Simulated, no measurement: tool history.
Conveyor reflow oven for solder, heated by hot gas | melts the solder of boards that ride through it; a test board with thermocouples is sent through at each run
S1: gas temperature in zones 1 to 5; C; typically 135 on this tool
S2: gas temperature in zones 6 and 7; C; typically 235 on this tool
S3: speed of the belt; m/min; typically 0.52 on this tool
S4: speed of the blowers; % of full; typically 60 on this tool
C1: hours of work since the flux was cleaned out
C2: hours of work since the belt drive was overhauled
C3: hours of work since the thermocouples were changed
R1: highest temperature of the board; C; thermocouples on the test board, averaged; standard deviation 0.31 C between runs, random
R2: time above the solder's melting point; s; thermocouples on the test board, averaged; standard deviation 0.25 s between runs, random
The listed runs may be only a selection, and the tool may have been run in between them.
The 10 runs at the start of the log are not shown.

run 11 hour=116.1 | S1=135 S2=237 S3=0.52 S4=60 | C1=35 C2=196 C3=418 | R1=218.7 R2=51.9
run 12 hour=123.7 | S1=135 S2=235 S3=0.52 S4=60 | C1=39 C2=200 C3=422 | R1=217 R2=51
run 13 hour=133.1 | S1=135 S2=235 S3=0.52 S4=60 | C1=44 C2=205 C3=427 | R1=216.3 R2=50.9
run 14 hour=147.2 | S1=135 S2=235 S3=0.52 S4=60 | C1=51 C2=212 C3=435 | R1=216.4 R2=50.7
run 15 hour=156.4 | S1=135 S2=235 S3=0.52 S4=60 | C1=56 C2=217 C3=440 | R1=216.5 R2=50.9
run 16 hour=168 | S1=135 S2=235 S3=0.52 S4=60 | C1=62 C2=223 C3=446 | R1=217 R2=50.2
run 17 hour=177.6 | S1=132 S2=235 S3=0.52 S4=81 | C1=67 C2=228 C3=451 | R1=221.7 R2=53.5
run 18 hour=186.2 | S1=132 S2=235 S3=0.559 S4=81 | C1=72 C2=233 C3=456 | R1=219.2 R2=48.6
run 19 hour=199.8 | S1=132 S2=235 S3=0.559 S4=81 | C1=79 C2=240 C3=463 | R1=219.3 R2=48.3
run 20 hour=214.6 | S1=142 S2=227 S3=0.591 S4=71 | C1=87 C2=248 C3=471 | R1=209.8 R2=41.7
run 21 hour=222.1 | S1=148 S2=227 S3=0.591 S4=65 | C1=91 C2=252 C3=475 | R1=209.9 R2=42.9
run 22 hour=236.8 | S1=131 S2=235 S3=0.52 S4=60 | C1=99 C2=260 C3=482 | R1=215.1 R2=48.4
run 23 hour=249.6 | S1=131 S2=235 S3=0.52 S4=60 | C1=106 C2=267 C3=489 | R1=215.5 R2=48.2
run 24 hour=256.4 | S1=131 S2=235 S3=0.52 S4=60 | C1=109 C2=270 C3=493 | R1=215.4 R2=48.2
run 25 hour=270.6 | S1=133 S2=235 S3=0.52 S4=77 | C1=117 C2=278 C3=500 | R1=220.1 R2=53.1
run 26 hour=280.6 | S1=133 S2=235 S3=0.52 S4=77 | C1=122 C2=283 C3=506 | R1=220.6 R2=53.1
run 27 hour=293.1 | S1=133 S2=235 S3=0.52 S4=77 | C1=129 C2=290 C3=512 | R1=220.2 R2=53.4
run 28 hour=307.2 | S1=135 S2=235 S3=0.52 S4=68 | C1=136 C2=297 C3=520 | R1=218.1 R2=51.9
-- hour=313.5 thermocouples of zones 6 and 7 changed
run 29 hour=317.7 | S1=135 S2=232 S3=0.573 S4=60 | C1=141 C2=302 C3=2 | R1=211.8 R2=41.2
run 30 hour=327.4 | S1=135 S2=248 S3=0.554 S4=68 | C1=146 C2=307 C3=7 | R1=229.6 R2=54.5
run 31 hour=338 | S1=135 S2=238 S3=0.468 S4=82 | C1=151 C2=312 C3=13 | R1=228.1 R2=65

Consider 4 possible next runs. They are alternatives, not a sequence: every one starts from the tool as it was left by run 31. What does each give?
run A hour=350.7 | S1=133 S2=235 S3=0.5 S4=60 | C1=158 C2=319 C3=20 | R1=? R2=?
run B hour=350.7 | S1=135 S2=233 S3=0.52 S4=61 | C1=158 C2=319 C3=20 | R1=? R2=?
run C hour=350.7 | S1=135 S2=236 S3=0.52 S4=61 | C1=158 C2=319 C3=20 | R1=? R2=?
run D hour=350.7 | S1=135 S2=235 S3=0.602 S4=60 | C1=158 C2=319 C3=20 | R1=? R2=?

run=A R1=218 R2=53.2
run=B R1=216.1 R2=50.1
run=C R1=218.4 R2=51.9
run=D R1=211.6 R2=39.3
With the hidden condition removed and each run's random variation left untouched, the same runs would have given:
run=A R1=218.6 R2=53.7
run=B R1=216.8 R2=50.7
run=C R1=219.1 R2=52.4
run=D R1=212.5 R2=40

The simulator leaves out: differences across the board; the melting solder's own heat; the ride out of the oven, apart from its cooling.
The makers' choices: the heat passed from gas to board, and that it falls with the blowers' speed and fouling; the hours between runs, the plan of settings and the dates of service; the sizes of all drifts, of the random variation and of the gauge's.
